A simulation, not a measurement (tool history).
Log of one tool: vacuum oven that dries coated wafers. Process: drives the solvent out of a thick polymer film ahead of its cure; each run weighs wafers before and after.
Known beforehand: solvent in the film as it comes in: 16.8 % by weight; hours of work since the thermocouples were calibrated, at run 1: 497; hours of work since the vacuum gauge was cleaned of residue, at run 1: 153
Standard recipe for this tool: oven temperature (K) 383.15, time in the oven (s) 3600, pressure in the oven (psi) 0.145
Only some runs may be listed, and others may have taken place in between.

run	hour	oven temperature (K)	time in the oven (s)	pressure in the oven (psi)	hours of work since the thermocouples were calibrated	hours of work since the vacuum gauge was cleaned of residue	solvent left in the film (%)
1	0	383.15	3600	0.145	497	153	2.12
2	19.4	373.15	3600	0.145	508	164	4.07
3	48	373.15	3600	0.145	523	179	3.95
4	78.5	373.15	3900	0.145	540	195	3.84
5	114.6	373.15	3900	0.145	559	215	3.84
6	141.2	383.15	6180	0.145	573	229	1.58
7	158	383.15	6180	0.145	582	238	1.53
8	176.9	383.15	6180	0.145	593	248	1.54
9	209	378.15	3600	0.145	610	266	2.98
10	242.3	378.15	3600	0.145	628	283	3.12
11	277.3	378.15	3600	0.145	647	302	2.94
12	307.6	378.15	3600	0.145	663	319	3.02
13	325.2	378.15	3600	0.145	672	328	3
14	350.2	383.15	1920	0.145	686	342	4.28
15	378.4	383.15	3600	0.364	701	357	4.11
16	404.7	383.15	3600	0.364	715	371	4.06
17	440.7	383.15	3600	0.145	735	390	2.25
18	477.1	383.15	3600	0.145	754	410	2.27
19	502.8	383.15	3600	0.145	768	424	2.32
# hour 505.8: vacuum gauge cleaned of residue and calibrated
20	535	385.15	3600	0.186	785	16	2.37
21	563.1	386.15	3600	0.083	800	31	1.42
22	596.2	386.15	3600	0.576	818	49	5.27
23	615.9	386.15	3600	0.576	828	59	5.32
# hour 632.7: vacuum gauge cleaned of residue and calibrated, once more
24	643.9	383.15	3360	0.091	842	6	1.68
25	665.7	371.15	3600	0.389	854	18	7.07
26	689	371.15	3600	0.389	867	30	7.08

Expected results for the next run?
27	716.5	384.15	2700	0.296	881	45	?

solvent left in the film (%): 3.71
With no hidden state in the tool, this same run would have given solvent left in the film (%) 4.17.
